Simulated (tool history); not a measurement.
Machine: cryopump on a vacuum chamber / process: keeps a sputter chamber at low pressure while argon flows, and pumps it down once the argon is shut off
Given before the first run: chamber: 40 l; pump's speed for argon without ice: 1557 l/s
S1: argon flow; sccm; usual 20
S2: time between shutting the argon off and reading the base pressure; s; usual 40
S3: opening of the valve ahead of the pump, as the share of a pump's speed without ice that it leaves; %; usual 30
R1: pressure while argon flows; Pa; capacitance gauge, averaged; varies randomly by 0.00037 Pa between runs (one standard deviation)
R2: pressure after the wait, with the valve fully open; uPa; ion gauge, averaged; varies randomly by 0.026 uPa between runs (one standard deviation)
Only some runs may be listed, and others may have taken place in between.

run	hour	S1	S2	S3	R1	R2
1	0	20	40	30	0.0732	1.75
2	29.6	18	40	30	0.0662	1.83
3	67.8	20	34	30	0.0739	1.97
4	104.5	20	34	30	0.0732	1.93
5	121.8	20	34	30	0.0735	1.97
6	150.2	20	40	30	0.0734	1.81
7	172.1	20	40	30	0.0736	1.83
8	194.3	20	40	30	0.0734	1.83
9	232.4	20	40	30	0.0731	1.84
10	257	23	40	30	0.0846	1.84
11	283	23	40	30	0.0849	1.86
12	324.1	23	40	30	0.0847	1.88
13	357.8	23	40	30	0.0845	1.88
14	379.5	19	40	30	0.0698	1.88
15	401.2	19	40	30	0.0703	1.89
16	429.4	15	40	30	0.0552	1.94
17	467.1	15	40	30	0.0556	1.97
18	492.4	23	207	28	0.0902	1.13
19	513	13	66	23	0.0626	1.58
20	543.8	20	40	50	0.044	2.04
21	565	25	115	30	0.0922	1.33
22	588.7	25	115	30	0.0918	1.38
23	623.5	25	115	30	0.092	1.41
24	663	25	115	30	0.0925	1.4
25	683.2	25	115	30	0.0922	1.38
26	713.9	25	115	30	0.093	1.47
27	732.8	34	77	49	0.0784	1.59
28	769.9	34	77	49	0.0792	1.59
29	794.8	20	263	47	0.048	1.29
30	817.7	40	40	30	0.1489	2.06
31	852.4	16	123	22	0.0806	1.46
32	890.3	8	45	26	0.0341	2.02
33	912.8	22	63	30	0.0822	1.78
34	954.6	22	63	30	0.0814	1.85

Run by run, hidden condition taken away, random variation retained:
The tool's hidden condition here consists of: pump's speed, % of a pump's without ice; cold plate's temperature, K; leak into the chamber, uPa l/s; drift of the gauge itself on working_pa, %; drift of the gauge itself on base_upa, %.
run	R1	R2
1	0.0724	1.13
2	0.0654	1.18
3	0.073	1.32
4	0.0722	1.28
5	0.0725	1.29
6	0.0724	1.14
7	0.0725	1.13
8	0.0723	1.14
9	0.072	1.12
10	0.0832	1.12
11	0.0835	1.13
12	0.0832	1.14
13	0.083	1.12
14	0.0685	1.11
15	0.069	1.1
16	0.0541	1.15
17	0.0545	1.16
18	0.0885	0.33
19	0.0616	0.75
20	0.0424	1.16
21	0.0902	0.49
22	0.0898	0.51
23	0.0899	0.53
24	0.0903	0.5
25	0.0899	0.47
26	0.0907	0.53
27	0.0752	0.65
28	0.076	0.67
29	0.046	0.31
30	0.1449	1.12
31	0.079	0.48
32	0.0333	1.02
33	0.0799	0.77
34	0.079	0.81

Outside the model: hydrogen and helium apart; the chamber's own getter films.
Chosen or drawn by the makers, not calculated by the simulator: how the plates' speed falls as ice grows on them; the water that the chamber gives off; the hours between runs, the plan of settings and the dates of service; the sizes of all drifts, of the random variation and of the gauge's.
